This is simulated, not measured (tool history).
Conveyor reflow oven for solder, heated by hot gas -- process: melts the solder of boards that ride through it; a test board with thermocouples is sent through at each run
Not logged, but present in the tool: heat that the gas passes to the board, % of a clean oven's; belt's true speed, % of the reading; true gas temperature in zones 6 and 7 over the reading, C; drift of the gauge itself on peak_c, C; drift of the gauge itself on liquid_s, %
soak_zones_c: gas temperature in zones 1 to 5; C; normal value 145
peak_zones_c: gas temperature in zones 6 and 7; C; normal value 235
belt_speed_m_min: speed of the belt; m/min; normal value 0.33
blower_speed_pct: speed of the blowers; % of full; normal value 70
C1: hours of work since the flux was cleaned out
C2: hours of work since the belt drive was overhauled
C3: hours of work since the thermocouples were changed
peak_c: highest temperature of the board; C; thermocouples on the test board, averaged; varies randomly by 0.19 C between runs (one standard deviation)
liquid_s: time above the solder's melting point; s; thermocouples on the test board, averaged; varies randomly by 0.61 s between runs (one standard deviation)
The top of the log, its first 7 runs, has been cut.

{"run": 8, "day": 3.221, "soak_zones_c": 145, "peak_zones_c": 235, "belt_speed_m_min": 0.33, "blower_speed_pct": 70, "C1": 159, "C2": 262, "C3": 37, "peak_c": 220.4, "liquid_s": 88.1}
{"day": 3.754, "done": "flux residue cleaned out of gas plates and filters"}
{"run": 9, "day": 3.908, "soak_zones_c": 145, "peak_zones_c": 249, "belt_speed_m_min": 0.33, "blower_speed_pct": 70, "C1": 2, "C2": 269, "C3": 45, "peak_c": 232, "liquid_s": 98.5}
{"run": 10, "day": 4.179, "soak_zones_c": 145, "peak_zones_c": 249, "belt_speed_m_min": 0.33, "blower_speed_pct": 70, "C1": 6, "C2": 273, "C3": 49, "peak_c": 232, "liquid_s": 98.3}
{"run": 11, "day": 4.525, "soak_zones_c": 145, "peak_zones_c": 249, "belt_speed_m_min": 0.33, "blower_speed_pct": 70, "C1": 12, "C2": 278, "C3": 54, "peak_c": 232.1, "liquid_s": 99.8}
{"run": 12, "day": 4.796, "soak_zones_c": 145, "peak_zones_c": 249, "belt_speed_m_min": 0.33, "blower_speed_pct": 81, "C1": 16, "C2": 282, "C3": 58, "peak_c": 233.8, "liquid_s": 100.7}
{"run": 13, "day": 5.183, "soak_zones_c": 145, "peak_zones_c": 249, "belt_speed_m_min": 0.33, "blower_speed_pct": 81, "C1": 21, "C2": 288, "C3": 64, "peak_c": 234, "liquid_s": 99.9}
{"run": 14, "day": 5.717, "soak_zones_c": 145, "peak_zones_c": 235, "belt_speed_m_min": 0.33, "blower_speed_pct": 87, "C1": 29, "C2": 296, "C3": 72, "peak_c": 222.4, "liquid_s": 91.3}
{"run": 15, "day": 5.95, "soak_zones_c": 145, "peak_zones_c": 235, "belt_speed_m_min": 0.33, "blower_speed_pct": 87, "C1": 33, "C2": 300, "C3": 75, "peak_c": 222.2, "liquid_s": 92.5}
{"run": 16, "day": 6.296, "soak_zones_c": 145, "peak_zones_c": 235, "belt_speed_m_min": 0.33, "blower_speed_pct": 87, "C1": 38, "C2": 305, "C3": 80, "peak_c": 222.2, "liquid_s": 91.7}

Expected results for the next run?
{"run": 17, "day": 6.646, "soak_zones_c": 145, "peak_zones_c": 235, "belt_speed_m_min": 0.33, "blower_speed_pct": 87, "C1": 43, "C2": 310, "C3": 85, "peak_c": "?", "liquid_s": "?"}

peak_c: 222 C
liquid_s: 91.4 s
With the hidden condition absent and the run-to-run variation left alone, this run would have shown peak_c 223.7 C, liquid_s 92.5 s.
